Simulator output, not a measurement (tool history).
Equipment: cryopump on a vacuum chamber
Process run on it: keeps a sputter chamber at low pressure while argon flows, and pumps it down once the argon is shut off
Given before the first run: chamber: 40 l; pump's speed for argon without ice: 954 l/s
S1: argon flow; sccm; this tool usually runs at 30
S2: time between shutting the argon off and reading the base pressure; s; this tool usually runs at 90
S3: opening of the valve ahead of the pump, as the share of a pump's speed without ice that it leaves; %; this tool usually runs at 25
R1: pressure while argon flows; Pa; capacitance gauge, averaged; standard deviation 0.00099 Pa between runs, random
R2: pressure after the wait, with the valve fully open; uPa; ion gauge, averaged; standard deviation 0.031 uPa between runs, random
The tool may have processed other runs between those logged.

run,day,S1,S2,S3,R1,R2
1,0.000,30,90,25,0.2233,1.77
2,0.658,30,90,25,0.2243,1.80
3,1.025,30,90,19,0.2905,1.79
4,1.829,30,90,19,0.2920,1.83
5,2.579,30,90,19,0.2960,1.85
6,3.133,30,90,19,0.2934,1.81
7,3.571,57,90,25,0.4290,1.81
8,4.475,57,90,25,0.4288,1.80
9,5.204,57,90,25,0.4285,1.88
10,5.979,57,90,25,0.4294,1.85
11,6.742,57,90,25,0.4286,1.91
12,7.642,30,39,25,0.2262,3.53
13,8.075,30,39,25,0.2268,3.51
14,8.817,30,39,25,0.2290,3.52
15,9.275,30,39,25,0.2293,3.51
16,9.846,30,90,25,0.2281,1.82
17,10.667,47,90,25,0.3577,1.88
18,11.379,47,90,25,0.3578,1.87
19,12.267,13,268,25,0.1005,1.04
20,12.754,29,138,25,0.2237,1.48
21,13.504,30,90,52,0.1205,1.88
22,14.088,30,90,52,0.1222,1.89
23,14.604,30,190,24,0.2417,1.25
24,15.088,30,254,25,0.2312,1.05
25,15.867,15,53,21,0.1365,2.83
26,16.317,17,24,21,0.1556,5.30
27,16.783,17,24,21,0.1564,5.54
28,17.383,50,110,16,0.5825,1.75
29,18.167,24,53,25,0.1864,2.79
30,18.996,14,125,25,0.1089,1.48
31,19.492,30,21,23,0.2512,6.12
32,19.958,30,21,23,0.2511,6.14
33,20.429,15,28,25,0.1167,4.81
34,21.100,59,28,43,0.2881,4.76

Branching from run 34: 3 alternative next runs. What would each branch give?
A,21.900,30,261,25,?,?
B,21.900,12,33,18,?,?
C,21.900,39,28,43,?,?

run,R1,R2
A,0.2344,1.12
B,0.1275,4.25
C,0.1918,4.81
Stripped of hidden state, with their random variation kept, the same runs would have yielded:
run,R1,R2
A,0.2115,0.76
B,0.1183,3.87
C,0.1618,4.43
